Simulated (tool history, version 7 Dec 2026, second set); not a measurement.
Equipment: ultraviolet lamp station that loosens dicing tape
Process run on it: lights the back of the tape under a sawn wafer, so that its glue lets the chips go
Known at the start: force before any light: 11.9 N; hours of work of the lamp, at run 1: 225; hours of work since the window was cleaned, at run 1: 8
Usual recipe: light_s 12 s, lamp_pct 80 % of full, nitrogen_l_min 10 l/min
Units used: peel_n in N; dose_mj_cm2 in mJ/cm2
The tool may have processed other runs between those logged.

| run | hour | light_s | lamp_pct | nitrogen_l_min | hours of work of the lamp | hours of work since the window was cleaned | peel_n | dose_mj_cm2 |
|---|---|---|---|---|---|---|---|---|
| 1 | 0 | 12 | 80 | 10 | 225 | 8 | 1.163 | 189 |
| 2 | 7.9 | 12 | 80 | 6 | 231 | 15 | 1.614 | 190 |
| 3 | 13 | 12 | 80 | 6 | 235 | 19 | 1.649 | 188 |
| 4 | 20.7 | 12 | 80 | 6 | 241 | 25 | 1.649 | 189 |
| 5 | 29.4 | 12 | 80 | 6 | 248 | 31 | 1.671 | 185 |
| 6 | 38 | 15 | 80 | 10 | 255 | 38 | 0.703 | 234 |
| 7 | 44.4 | 15 | 80 | 10 | 260 | 43 | 0.723 | 232 |
| 8 | 51.3 | 15 | 80 | 10 | 265 | 49 | 0.715 | 234 |
| 9 | 55.4 | 15 | 80 | 10 | 269 | 52 | 0.731 | 228 |
| 10 | 63.7 | 15 | 80 | 10 | 275 | 59 | 0.717 | 231 |
| 11 | 69.8 | 12 | 80 | 10 | 280 | 63 | 1.243 | 183 |
| 12 | 74.1 | 12 | 80 | 10 | 283 | 67 | 1.228 | 182 |
| 13 | 79.2 | 12 | 80 | 10 | 287 | 71 | 1.235 | 183 |
| 14 | 85.3 | 12 | 80 | 10 | 292 | 76 | 1.23 | 183 |
| 15 | 90.2 | 12 | 88 | 4 | 296 | 79 | 1.91 | 200 |
| 16 | 96.3 | 12 | 88 | 4 | 301 | 84 | 1.994 | 201 |
| 17 | 104.8 | 22 | 80 | 10 | 308 | 91 | 0.281 | 333 |
| 18 | 111.2 | 22 | 80 | 10 | 313 | 96 | 0.276 | 333 |
| 19 | 118.5 | 16 | 80 | 18 | 318 | 102 | 0.441 | 241 |
| 20 | 124.2 | 9 | 67 | 5 | 323 | 106 | 3.963 | 116 |
| 21 | 132.8 | 8 | 84 | 11 | 330 | 113 | 2.406 | 129 |
| 22 | 139.9 | 11 | 84 | 8 | 335 | 119 | 1.662 | 169 |
| 23 | 147.2 | 11 | 84 | 8 | 341 | 124 | 1.66 | 170 |
| 24 | 151.6 | 7 | 79 | 16 | 345 | 128 | 2.827 | 100 |
| 25 | 158.7 | 22 | 80 | 10 | 350 | 134 | 0.302 | 323 |
| 26 | 165.2 | 12 | 82 | 13 | 355 | 139 | 1.075 | 182 |
| 27 | 170.4 | 12 | 82 | 13 | 359 | 143 | 1.081 | 182 |
| 28 | 178.2 | 12 | 82 | 13 | 366 | 149 | 1.106 | 177 |

A few steps of peel_n between consecutive runs. Split each: what settings, incoming material and random variation would produce without the hidden state, and what is left over for the hidden state, along with gauge scatter present in only one of the two compared results (measured, and without hidden state):
The hidden state here: lamp's light, % of a new lamp's; light that the window lets through, % of a clean one's; drift of the gauge itself on peel_n, %; drift of the gauge itself on dose_mj_cm2, %.
Run 19 -> 20: light_s 16 -> 9, lamp_pct 80 -> 67, nitrogen_l_min 18 -> 5. peel_n +3.522 N: hidden state +0.588, all else +2.934.
Run 24 -> 25: light_s 7 -> 22, lamp_pct 79 -> 80, nitrogen_l_min 16 -> 10. peel_n -2.525 N: hidden state -0.603, all else -1.922.
